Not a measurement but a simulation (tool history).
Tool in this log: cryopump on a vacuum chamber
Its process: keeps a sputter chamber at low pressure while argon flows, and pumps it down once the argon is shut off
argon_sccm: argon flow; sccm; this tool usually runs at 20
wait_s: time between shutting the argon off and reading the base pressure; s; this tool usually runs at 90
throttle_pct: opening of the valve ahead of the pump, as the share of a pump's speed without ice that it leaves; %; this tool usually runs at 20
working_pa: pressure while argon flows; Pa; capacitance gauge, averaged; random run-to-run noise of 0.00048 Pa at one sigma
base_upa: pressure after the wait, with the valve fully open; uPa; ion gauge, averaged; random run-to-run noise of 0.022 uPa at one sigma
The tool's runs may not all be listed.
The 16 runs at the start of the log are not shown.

run 17 hour=601.5 | argon_sccm=20 wait_s=90 throttle_pct=20 | working_pa=0.08 base_upa=0.71
run 18 hour=646.3 | argon_sccm=20 wait_s=276 throttle_pct=25 | working_pa=0.0637 base_upa=0.43
run 19 hour=669.1 | argon_sccm=20 wait_s=276 throttle_pct=25 | working_pa=0.0646 base_upa=0.42
run 20 hour=716.6 | argon_sccm=34 wait_s=50 throttle_pct=20 | working_pa=0.1363 base_upa=1.08
run 21 hour=760.2 | argon_sccm=18 wait_s=47 throttle_pct=41 | working_pa=0.0361 base_upa=1.19
run 22 hour=803.4 | argon_sccm=15 wait_s=90 throttle_pct=20 | working_pa=0.0607 base_upa=0.72
run 23 hour=843.6 | argon_sccm=17 wait_s=62 throttle_pct=24 | working_pa=0.0572 base_upa=0.99
run 24 hour=888.2 | argon_sccm=17 wait_s=62 throttle_pct=24 | working_pa=0.0573 base_upa=1.02
run 25 hour=924.9 | argon_sccm=17 wait_s=62 throttle_pct=24 | working_pa=0.0568 base_upa=1.06
run 26 hour=975.7 | argon_sccm=17 wait_s=207 throttle_pct=24 | working_pa=0.0584 base_upa=0.54
-- hour=999.7 pump warmed up, emptied and cooled again
run 27 hour=1004.3 | argon_sccm=16 wait_s=207 throttle_pct=38 | working_pa=0.0335 base_upa=0.52
run 28 hour=1052.5 | argon_sccm=22 wait_s=37 throttle_pct=31 | working_pa=0.0556 base_upa=1.5
run 29 hour=1081.4 | argon_sccm=22 wait_s=112 throttle_pct=31 | working_pa=0.056 base_upa=0.67
run 30 hour=1103.6 | argon_sccm=10 wait_s=20 throttle_pct=18 | working_pa=0.0425 base_upa=2.42
run 31 hour=1142 | argon_sccm=18 wait_s=101 throttle_pct=22 | working_pa=0.0635 base_upa=0.79
run 32 hour=1169.7 | argon_sccm=12 wait_s=73 throttle_pct=17 | working_pa=0.0552 base_upa=0.96
run 33 hour=1190.6 | argon_sccm=8 wait_s=46 throttle_pct=24 | working_pa=0.0254 base_upa=1.31

Each row is a separate what-if for the run after 33, all from the same tool condition, not one after another. Results?
run A hour=1213.9 | argon_sccm=20 wait_s=90 throttle_pct=16 | working_pa=? base_upa=?
run B hour=1213.9 | argon_sccm=8 wait_s=22 throttle_pct=16 | working_pa=? base_upa=?
run C hour=1213.9 | argon_sccm=32 wait_s=46 throttle_pct=24 | working_pa=? base_upa=?
run D hour=1213.9 | argon_sccm=8 wait_s=34 throttle_pct=24 | working_pa=? base_upa=?
run E hour=1213.9 | argon_sccm=13 wait_s=102 throttle_pct=24 | working_pa=? base_upa=?

run=A working_pa=0.0978 base_upa=0.87
run=B working_pa=0.0394 base_upa=2.28
run=C working_pa=0.1047 base_upa=1.31
run=D working_pa=0.0261 base_upa=1.64
run=E working_pa=0.0436 base_upa=0.8
What these runs would have given with no unlogged condition in the tool:
run=A working_pa=0.0972 base_upa=0.63
run=B working_pa=0.0392 base_upa=2.04
run=C working_pa=0.1038 base_upa=1.07
run=D working_pa=0.0258 base_upa=1.4
run=E working_pa=0.0432 base_upa=0.56
